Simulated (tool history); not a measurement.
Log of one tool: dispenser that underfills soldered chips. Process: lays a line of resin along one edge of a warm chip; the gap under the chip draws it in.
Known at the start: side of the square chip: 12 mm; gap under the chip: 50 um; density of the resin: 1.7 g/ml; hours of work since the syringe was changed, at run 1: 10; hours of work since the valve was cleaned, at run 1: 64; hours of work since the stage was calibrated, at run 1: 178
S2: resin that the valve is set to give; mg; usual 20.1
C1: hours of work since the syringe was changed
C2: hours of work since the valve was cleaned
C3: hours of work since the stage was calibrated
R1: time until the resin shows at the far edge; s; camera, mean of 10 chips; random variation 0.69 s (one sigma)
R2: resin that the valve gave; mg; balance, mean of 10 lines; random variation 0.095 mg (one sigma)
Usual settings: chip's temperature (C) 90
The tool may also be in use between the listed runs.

{"run": 1, "day": 0.0, "chip's temperature (C)": 90, "S2": 20.1, "C1": 10, "C2": 64, "C3": 178, "R1": 127.9, "R2": 19.55}
{"day": 0.062, "done": "new syringe of resin"}
{"run": 2, "day": 0.471, "chip's temperature (C)": 90, "S2": 20.1, "C1": 8, "C2": 73, "C3": 187, "R1": 108.5, "R2": 19.35}
{"day": 0.675, "done": "new syringe of resin"}
{"run": 3, "day": 0.85, "chip's temperature (C)": 90, "S2": 20.1, "C1": 3, "C2": 80, "C3": 194, "R1": 78.7, "R2": 19.33}
{"day": 1.275, "done": "new syringe of resin"}
{"run": 4, "day": 1.371, "chip's temperature (C)": 90, "S2": 19.6, "C1": 2, "C2": 90, "C3": 204, "R1": 71.2, "R2": 18.76}
{"run": 5, "day": 1.712, "chip's temperature (C)": 90, "S2": 24.6, "C1": 8, "C2": 96, "C3": 211, "R1": 113.8, "R2": 23.36}
{"day": 1.896, "done": "new syringe of resin"}
{"run": 6, "day": 2.254, "chip's temperature (C)": 90, "S2": 24.6, "C1": 7, "C2": 106, "C3": 221, "R1": 101.2, "R2": 23.16}
{"day": 2.475, "done": "new syringe of resin"}
{"run": 7, "day": 2.804, "chip's temperature (C)": 90, "S2": 24.6, "C1": 6, "C2": 117, "C3": 231, "R1": 94.5, "R2": 23.27}
{"day": 2.925, "done": "dispensing valve cleaned and set on the balance"}
{"day": 3.138, "done": "new syringe of resin"}
{"run": 8, "day": 3.362, "chip's temperature (C)": 90, "S2": 24.6, "C1": 4, "C2": 8, "C3": 241, "R1": 79.9, "R2": 24.48}
{"day": 3.733, "done": "new syringe of resin"}
{"run": 9, "day": 3.883, "chip's temperature (C)": 90, "S2": 24.6, "C1": 3, "C2": 18, "C3": 250, "R1": 72.1, "R2": 24.5}
{"day": 4.35, "done": "new syringe of resin"}
{"run": 10, "day": 4.483, "chip's temperature (C)": 84, "S2": 20.1, "C1": 3, "C2": 29, "C3": 262, "R1": 87.0, "R2": 19.68}
{"day": 4.938, "done": "new syringe of resin"}
{"run": 11, "day": 4.975, "chip's temperature (C)": 96, "S2": 20.1, "C1": 1, "C2": 38, "C3": 271, "R1": 53.4, "R2": 19.63}
{"run": 12, "day": 5.421, "chip's temperature (C)": 90, "S2": 20.1, "C1": 9, "C2": 47, "C3": 280, "R1": 121.6, "R2": 19.63}
{"day": 5.558, "done": "new syringe of resin"}
{"run": 13, "day": 6.021, "chip's temperature (C)": 90, "S2": 25.8, "C1": 9, "C2": 58, "C3": 291, "R1": 116.2, "R2": 24.79}
{"day": 6.183, "done": "new syringe of resin"}
{"run": 14, "day": 6.667, "chip's temperature (C)": 90, "S2": 25.8, "C1": 9, "C2": 70, "C3": 303, "R1": 118.1, "R2": 24.65}
{"day": 6.788, "done": "new syringe of resin"}
{"run": 15, "day": 7.083, "chip's temperature (C)": 90, "S2": 25.8, "C1": 6, "C2": 78, "C3": 311, "R1": 90.2, "R2": 24.64}
{"day": 7.388, "done": "new syringe of resin"}
{"run": 16, "day": 7.683, "chip's temperature (C)": 90, "S2": 25.8, "C1": 6, "C2": 89, "C3": 322, "R1": 91.6, "R2": 24.67}
{"day": 7.962, "done": "new syringe of resin"}
{"run": 17, "day": 7.962, "chip's temperature (C)": 89, "S2": 24.9, "C1": 0, "C2": 95, "C3": 327, "R1": 60.8, "R2": 23.77}
{"day": 8.579, "done": "new syringe of resin"}
{"run": 18, "day": 8.604, "chip's temperature (C)": 89, "S2": 24.9, "C1": 0, "C2": 107, "C3": 339, "R1": 60.5, "R2": 23.38}
{"run": 19, "day": 8.958, "chip's temperature (C)": 77, "S2": 24.9, "C1": 7, "C2": 113, "C3": 346, "R1": 146.9, "R2": 23.16}
{"day": 9.179, "done": "new syringe of resin"}
{"day": 9.258, "done": "dispensing valve cleaned and set on the balance"}
{"run": 20, "day": 9.304, "chip's temperature (C)": 104, "S2": 17.3, "C1": 2, "C2": 1, "C3": 352, "R1": 46.4, "R2": 17.16}
{"day": 9.804, "done": "new syringe of resin"}
{"run": 21, "day": 9.804, "chip's temperature (C)": 98, "S2": 24.4, "C1": 0, "C2": 10, "C3": 361, "R1": 46.3, "R2": 24.11}
{"day": 10.417, "done": "new syringe of resin"}
{"run": 22, "day": 10.433, "chip's temperature (C)": 81, "S2": 19.6, "C1": 0, "C2": 22, "C3": 373, "R1": 76.8, "R2": 19.37}
{"day": 11.008, "done": "new syringe of resin"}
{"run": 23, "day": 11.042, "chip's temperature (C)": 81, "S2": 18.1, "C1": 1, "C2": 34, "C3": 384, "R1": 79.5, "R2": 17.69}

Forecast each of these 3 alternatives for the next run:
{"run": "A", "day": 11.417, "chip's temperature (C)": 92, "S2": 24.4, "C1": 8, "C2": 41, "C3": 391, "R1": "?", "R2": "?"}
{"run": "B", "day": 11.417, "chip's temperature (C)": 90, "S2": 18.0, "C1": 8, "C2": 41, "C3": 391, "R1": "?", "R2": "?"}
{"run": "C", "day": 11.417, "chip's temperature (C)": 86, "S2": 18.1, "C1": 8, "C2": 41, "C3": 391, "R1": "?", "R2": "?"}

run=A R1=97.0 R2=23.69
run=B R1=107.9 R2=17.48
run=C R1=121.4 R2=17.64
Without the tool's hidden state the same runs would have given:
run=A R1=57.5 R2=24.35
run=B R1=63.8 R2=17.97
run=C R1=72.2 R2=18.13

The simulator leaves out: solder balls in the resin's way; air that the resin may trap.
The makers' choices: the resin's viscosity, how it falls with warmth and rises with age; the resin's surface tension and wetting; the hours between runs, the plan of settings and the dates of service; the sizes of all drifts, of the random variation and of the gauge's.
